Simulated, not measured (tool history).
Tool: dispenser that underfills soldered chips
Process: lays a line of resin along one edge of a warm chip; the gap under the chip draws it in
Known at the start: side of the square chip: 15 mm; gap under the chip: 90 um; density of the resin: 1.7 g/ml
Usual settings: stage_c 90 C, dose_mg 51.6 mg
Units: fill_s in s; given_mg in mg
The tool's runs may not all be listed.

run 1 hour=0 | stage_c=90 dose_mg=51.6 | fill_s=198 given_mg=51.46
-- hour=3.6 new syringe of resin
run 2 hour=3.7 | stage_c=90 dose_mg=59.2 | fill_s=124.9 given_mg=58.84
run 3 hour=8.9 | stage_c=90 dose_mg=59.2 | fill_s=153.4 given_mg=58.85
run 4 hour=11.9 | stage_c=90 dose_mg=53.7 | fill_s=177.7 given_mg=52.54
run 5 hour=15.5 | stage_c=90 dose_mg=53.7 | fill_s=204 given_mg=52.96
-- hour=17.5 new syringe of resin
run 6 hour=21.2 | stage_c=90 dose_mg=53.7 | fill_s=146 given_mg=52.99
run 7 hour=25.3 | stage_c=90 dose_mg=51.3 | fill_s=178.9 given_mg=49.99
run 8 hour=29 | stage_c=90 dose_mg=62 | fill_s=198.9 given_mg=60.61
-- hour=31.5 new syringe of resin
run 9 hour=32.8 | stage_c=90 dose_mg=62 | fill_s=130.1 given_mg=60.64
run 10 hour=37.2 | stage_c=90 dose_mg=51.6 | fill_s=161.8 given_mg=50.36
run 11 hour=40.9 | stage_c=90 dose_mg=51.6 | fill_s=190.5 given_mg=49.9
run 12 hour=44.7 | stage_c=90 dose_mg=48.8 | fill_s=223.3 given_mg=47.62
-- hour=45.5 new syringe of resin
run 13 hour=49.6 | stage_c=90 dose_mg=48.8 | fill_s=153.9 given_mg=47.42
run 14 hour=54.2 | stage_c=90 dose_mg=52.6 | fill_s=181.6 given_mg=51.03
-- hour=59.3 new syringe of resin
run 15 hour=59.7 | stage_c=90 dose_mg=52.6 | fill_s=132 given_mg=50.76
run 16 hour=64 | stage_c=90 dose_mg=52.6 | fill_s=153.2 given_mg=51.06
run 17 hour=67.1 | stage_c=90 dose_mg=52.6 | fill_s=182.8 given_mg=50.65
run 18 hour=70.8 | stage_c=90 dose_mg=44.5 | fill_s=220.3 given_mg=42.89
-- hour=72.9 new syringe of resin
run 19 hour=75.9 | stage_c=81 dose_mg=59.7 | fill_s=187.4 given_mg=57.34
run 20 hour=78.7 | stage_c=87 dose_mg=64.8 | fill_s=175.9 given_mg=61.91
run 21 hour=82.2 | stage_c=97 dose_mg=58.7 | fill_s=158.1 given_mg=55.86
-- hour=86.7 new syringe of resin
run 22 hour=87.4 | stage_c=91 dose_mg=45 | fill_s=137.2 given_mg=42.77
run 23 hour=90.4 | stage_c=89 dose_mg=52.2 | fill_s=156.2 given_mg=49.62
run 24 hour=92.9 | stage_c=89 dose_mg=52.2 | fill_s=176.8 given_mg=49.43
run 25 hour=96.7 | stage_c=75 dose_mg=55 | fill_s=301.6 given_mg=52.13
-- hour=100.6 new syringe of resin
run 26 hour=102.4 | stage_c=75 dose_mg=55 | fill_s=210.9 given_mg=51.78
run 27 hour=108 | stage_c=95 dose_mg=58.6 | fill_s=150 given_mg=54.85
run 28 hour=110.8 | stage_c=90 dose_mg=62.1 | fill_s=195.1 given_mg=58.04
-- hour=114.4 new syringe of resin
run 29 hour=116.9 | stage_c=89 dose_mg=44.9 | fill_s=155.2 given_mg=41.59
run 30 hour=119.7 | stage_c=101 dose_mg=55.8 | fill_s=117.8 given_mg=52.07
run 31 hour=122.7 | stage_c=90 dose_mg=48.8 | fill_s=187.6 given_mg=45.43
-- hour=127.1 dispensing valve cleaned and set on the balance
run 32 hour=128.2 | stage_c=100 dose_mg=50.6 | fill_s=166.6 given_mg=50.61
-- hour=129.2 new syringe of resin
run 33 hour=134 | stage_c=103 dose_mg=50.5 | fill_s=115.5 given_mg=50.03
run 34 hour=139 | stage_c=89 dose_mg=44.3 | fill_s=209.8 given_mg=43.79
-- hour=142.9 new syringe of resin
run 35 hour=144.5 | stage_c=98 dose_mg=44.8 | fill_s=114.7 given_mg=44.48

5 ways to go on from here, each from the tool as it stands after run 35. What would each give?
run A hour=148.6 | stage_c=98 dose_mg=54.2 | fill_s=? given_mg=?
run B hour=148.6 | stage_c=102 dose_mg=46.1 | fill_s=? given_mg=?
run C hour=148.6 | stage_c=101 dose_mg=49.3 | fill_s=? given_mg=?
run D hour=148.6 | stage_c=95 dose_mg=51.6 | fill_s=? given_mg=?
run E hour=148.6 | stage_c=86 dose_mg=63.8 | fill_s=? given_mg=?

run=A fill_s=133.1 given_mg=54.13
run=B fill_s=121.1 given_mg=45.8
run=C fill_s=124.7 given_mg=48.75
run=D fill_s=143 given_mg=51.22
run=E fill_s=178.3 given_mg=63.5
Without the tool's hidden state the same runs would have given:
run=A fill_s=102.2 given_mg=54.74
run=B fill_s=93 given_mg=46.32
run=C fill_s=95.8 given_mg=49.3
run=D fill_s=109.9 given_mg=51.8
run=E fill_s=137 given_mg=64.21
